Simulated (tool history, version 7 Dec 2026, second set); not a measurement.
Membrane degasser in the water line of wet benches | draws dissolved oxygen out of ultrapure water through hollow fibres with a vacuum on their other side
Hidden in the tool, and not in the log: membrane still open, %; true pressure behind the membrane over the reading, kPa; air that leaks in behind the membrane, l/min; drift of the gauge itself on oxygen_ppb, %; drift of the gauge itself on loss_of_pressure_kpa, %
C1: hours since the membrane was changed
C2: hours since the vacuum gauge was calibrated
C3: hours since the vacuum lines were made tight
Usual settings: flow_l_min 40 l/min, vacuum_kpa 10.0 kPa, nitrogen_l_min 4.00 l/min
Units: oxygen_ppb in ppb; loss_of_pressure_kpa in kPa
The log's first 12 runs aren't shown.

Run 13, day 40.246: usual settings; C1 1312; C2 2436; C3 9347. Result: oxygen_ppb 221.6 ppb, loss_of_pressure_kpa 45.50 kPa.
Run 14, day 43.200: usual settings but flow_l_min 48 l/min; C1 1382; C2 2507; C3 9418. Result: oxygen_ppb 298.1 ppb, loss_of_pressure_kpa 54.62 kPa.
Run 15, day 45.325: usual settings but vacuum_kpa 18.5 kPa; C1 1433; C2 2558; C3 9469. Result: oxygen_ppb 412.9 ppb, loss_of_pressure_kpa 45.47 kPa.
Run 16, day 49.104: usual settings but vacuum_kpa 18.5 kPa; C1 1524; C2 2649; C3 9560. Result: oxygen_ppb 408.6 ppb, loss_of_pressure_kpa 45.40 kPa.
Run 17, day 51.779: usual settings but vacuum_kpa 15.3 kPa; C1 1588; C2 2713; C3 9624. Result: oxygen_ppb 343.6 ppb, loss_of_pressure_kpa 45.43 kPa.
Run 18, day 55.871: usual settings but flow_l_min 31 l/min; C1 1687; C2 2811; C3 9722. Result: oxygen_ppb 150.1 ppb, loss_of_pressure_kpa 34.73 kPa.
Run 19, day 59.021: usual settings but flow_l_min 62 l/min, vacuum_kpa 21.2 kPa, nitrogen_l_min 10.09 l/min; C1 1762; C2 2887; C3 9798. Result: oxygen_ppb 466.1 ppb, loss_of_pressure_kpa 70.08 kPa.
Run 20, day 63.862: usual settings but flow_l_min 62 l/min, vacuum_kpa 21.2 kPa, nitrogen_l_min 10.09 l/min; C1 1878; C2 3003; C3 9914. Result: oxygen_ppb 483.4 ppb, loss_of_pressure_kpa 70.08 kPa.
Run 21, day 66.588: usual settings but flow_l_min 51 l/min, vacuum_kpa 11.6 kPa, nitrogen_l_min 8.40 l/min; C1 1944; C2 3068; C3 9980. Result: oxygen_ppb 257.3 ppb, loss_of_pressure_kpa 57.48 kPa.
Run 22, day 69.621: usual settings but flow_l_min 64 l/min, vacuum_kpa 12.7 kPa; C1 2017; C2 3141; C3 10052. Result: oxygen_ppb 555.0 ppb, loss_of_pressure_kpa 72.60 kPa.
Run 23, day 74.550: usual settings but flow_l_min 64 l/min, vacuum_kpa 12.7 kPa; C1 2135; C2 3259; C3 10171. Result: oxygen_ppb 561.1 ppb, loss_of_pressure_kpa 72.19 kPa.
Run 24, day 76.983: usual settings but flow_l_min 46 l/min, vacuum_kpa 18.4 kPa; C1 2193; C2 3318; C3 10229. Result: oxygen_ppb 482.1 ppb, loss_of_pressure_kpa 52.24 kPa.
Run 25, day 81.150: usual settings but flow_l_min 46 l/min, vacuum_kpa 18.4 kPa; C1 2293; C2 3418; C3 10329. Result: oxygen_ppb 484.4 ppb, loss_of_pressure_kpa 52.37 kPa.
Run 26, day 85.758: usual settings but flow_l_min 46 l/min, vacuum_kpa 18.4 kPa; C1 2404; C2 3529; C3 10440. Result: oxygen_ppb 479.7 ppb, loss_of_pressure_kpa 52.24 kPa.
Run 27, day 90.633: usual settings but flow_l_min 57 l/min, vacuum_kpa 15.5 kPa; C1 2521; C2 3645; C3 10557. Result: oxygen_ppb 552.6 ppb, loss_of_pressure_kpa 64.67 kPa.
Run 28, day 93.288: usual settings but flow_l_min 39 l/min, vacuum_kpa 12.6 kPa, nitrogen_l_min 8.73 l/min; C1 2585; C2 3709; C3 10620. Result: oxygen_ppb 159.7 ppb, loss_of_pressure_kpa 44.13 kPa.
Run 29, day 98.025: usual settings but flow_l_min 62 l/min, vacuum_kpa 9.6 kPa, nitrogen_l_min 1.63 l/min; C1 2698; C2 3823; C3 10734. Result: oxygen_ppb 669.0 ppb, loss_of_pressure_kpa 70.05 kPa.
Run 30, day 102.100: usual settings but flow_l_min 39 l/min, vacuum_kpa 19.9 kPa; C1 2796; C2 3921; C3 10832. Result: oxygen_ppb 427.6 ppb, loss_of_pressure_kpa 44.03 kPa.

Forecast run 31:
At day 102.771: vacuum gauge calibrated.
Run 31, day 104.425: usual settings but flow_l_min 39 l/min, vacuum_kpa 19.9 kPa; C1 2851; C2 40; C3 10887. Result: oxygen_ppb ?, loss_of_pressure_kpa ?.

oxygen_ppb: 424.1 ppb
loss_of_pressure_kpa: 44.27 kPa
Without the tool's hidden state the same run would have given oxygen_ppb 424.0 ppb, loss_of_pressure_kpa 44.26 kPa.
